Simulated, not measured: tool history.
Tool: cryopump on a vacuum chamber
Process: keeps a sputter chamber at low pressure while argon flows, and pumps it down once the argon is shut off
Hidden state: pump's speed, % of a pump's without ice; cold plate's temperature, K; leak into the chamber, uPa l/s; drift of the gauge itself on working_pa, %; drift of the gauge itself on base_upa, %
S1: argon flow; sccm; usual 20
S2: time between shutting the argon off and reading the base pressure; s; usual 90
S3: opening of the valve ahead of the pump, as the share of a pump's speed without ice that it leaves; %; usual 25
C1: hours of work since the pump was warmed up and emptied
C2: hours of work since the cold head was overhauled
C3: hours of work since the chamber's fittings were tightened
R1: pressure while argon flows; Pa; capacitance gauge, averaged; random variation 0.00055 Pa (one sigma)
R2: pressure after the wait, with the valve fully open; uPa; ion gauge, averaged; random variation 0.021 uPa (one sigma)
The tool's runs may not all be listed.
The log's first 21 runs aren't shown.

{"run": 22, "hour": 571.5, "S1": 20, "S2": 272, "S3": 25, "C1": 61, "C2": 1179, "C3": 199, "R1": 0.0564, "R2": 0.27}
{"run": 23, "hour": 592.1, "S1": 25, "S2": 111, "S3": 50, "C1": 79, "C2": 1196, "C3": 216, "R1": 0.0353, "R2": 0.43}
{"run": 24, "hour": 630.2, "S1": 9, "S2": 35, "S3": 45, "C1": 110, "C2": 1228, "C3": 248, "R1": 0.0147, "R2": 0.88}
{"run": 25, "hour": 652.0, "S1": 9, "S2": 35, "S3": 45, "C1": 129, "C2": 1246, "C3": 266, "R1": 0.0152, "R2": 0.89}
{"run": 26, "hour": 687.3, "S1": 9, "S2": 35, "S3": 45, "C1": 158, "C2": 1276, "C3": 295, "R1": 0.0151, "R2": 0.95}
{"run": 27, "hour": 710.3, "S1": 10, "S2": 28, "S3": 55, "C1": 177, "C2": 1295, "C3": 315, "R1": 0.0133, "R2": 1.15}
{"run": 28, "hour": 741.6, "S1": 10, "S2": 28, "S3": 55, "C1": 203, "C2": 1321, "C3": 341, "R1": 0.0139, "R2": 1.14}
{"run": 29, "hour": 764.3, "S1": 10, "S2": 28, "S3": 55, "C1": 222, "C2": 1340, "C3": 360, "R1": 0.0134, "R2": 1.15}
{"run": 30, "hour": 806.0, "S1": 9, "S2": 266, "S3": 27, "C1": 257, "C2": 1375, "C3": 395, "R1": 0.0237, "R2": 0.39}
{"run": 31, "hour": 847.2, "S1": 16, "S2": 85, "S3": 17, "C1": 292, "C2": 1409, "C3": 429, "R1": 0.0676, "R2": 0.58}
{"run": 32, "hour": 889.0, "S1": 16, "S2": 85, "S3": 17, "C1": 326, "C2": 1444, "C3": 464, "R1": 0.0695, "R2": 0.6}
{"run": 33, "hour": 917.5, "S1": 16, "S2": 85, "S3": 17, "C1": 350, "C2": 1468, "C3": 488, "R1": 0.069, "R2": 0.6}
{"run": 34, "hour": 937.8, "S1": 16, "S2": 25, "S3": 52, "C1": 367, "C2": 1485, "C3": 505, "R1": 0.0248, "R2": 1.35}

Forecast each of these 3 alternatives for the next run:
{"run": "A", "hour": 962.8, "S1": 28, "S2": 106, "S3": 48, "C1": 388, "C2": 1506, "C3": 525, "R1": "?", "R2": "?"}
{"run": "B", "hour": 962.8, "S1": 20, "S2": 26, "S3": 25, "C1": 388, "C2": 1506, "C3": 525, "R1": "?", "R2": "?"}
{"run": "C", "hour": 962.8, "S1": 37, "S2": 90, "S3": 25, "C1": 388, "C2": 1506, "C3": 525, "R1": "?", "R2": "?"}

run=A R1=0.0468 R2=0.56
run=B R1=0.0604 R2=1.31
run=C R1=0.1111 R2=0.59
Without the tool's hidden state the same runs would have given:
run=A R1=0.0406 R2=0.34
run=B R1=0.056 R2=1.09
run=C R1=0.103 R2=0.39
